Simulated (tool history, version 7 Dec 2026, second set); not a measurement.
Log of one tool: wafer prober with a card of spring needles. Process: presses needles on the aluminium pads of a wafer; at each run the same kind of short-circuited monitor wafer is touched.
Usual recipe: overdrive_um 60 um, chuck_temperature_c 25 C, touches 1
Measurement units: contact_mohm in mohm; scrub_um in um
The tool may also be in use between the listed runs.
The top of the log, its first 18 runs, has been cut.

run   hour  overdrive_um  chuck_temperature_c  touches  touches since the tips were cleaned  cleanings since the card got new needles  touches since the first contact's height was set  contact_mohm  scrub_um
 19  174.3            57                   25        1                                 6285                                        39                                             92963           270     7.409
     176.6  -- tips cleaned on abrasive film
 20  187.5            57                   25        1                                 4546                                        40                                             98419           261     7.402
     194.2  -- tips cleaned on abrasive film
 21    199            52                  105        1                                 2008                                        41                                            103190           264     6.745
 22  206.8            69                  104        1                                 5270                                        41                                            106452           258     8.961
       211  -- tips cleaned on abrasive film
 23  215.3            69                  104        1                                 1791                                        42                                            109963           241     8.965
     228.3  -- tips cleaned on abrasive film
 24  228.5            78                   29        3                                   61                                        43                                            115418           202    10.145
 25  239.4            78                   29        3                                 4616                                        43                                            119973           212    10.147
       246  -- tips cleaned on abrasive film
 26  253.9            60                   47        2                                 3317                                        44                                            125983           238     7.771

Forecast run 27:
     263.3  -- tips cleaned on abrasive film
 27  269.9            42                   28        3                                 2734                                        45                                            132600             ?         ?

Run 27 came out at contact_mohm 245 mohm, scrub_um 5.393 um.
Without the tool's hidden state the same run would have given contact_mohm 213 mohm, scrub_um 5.506 um.
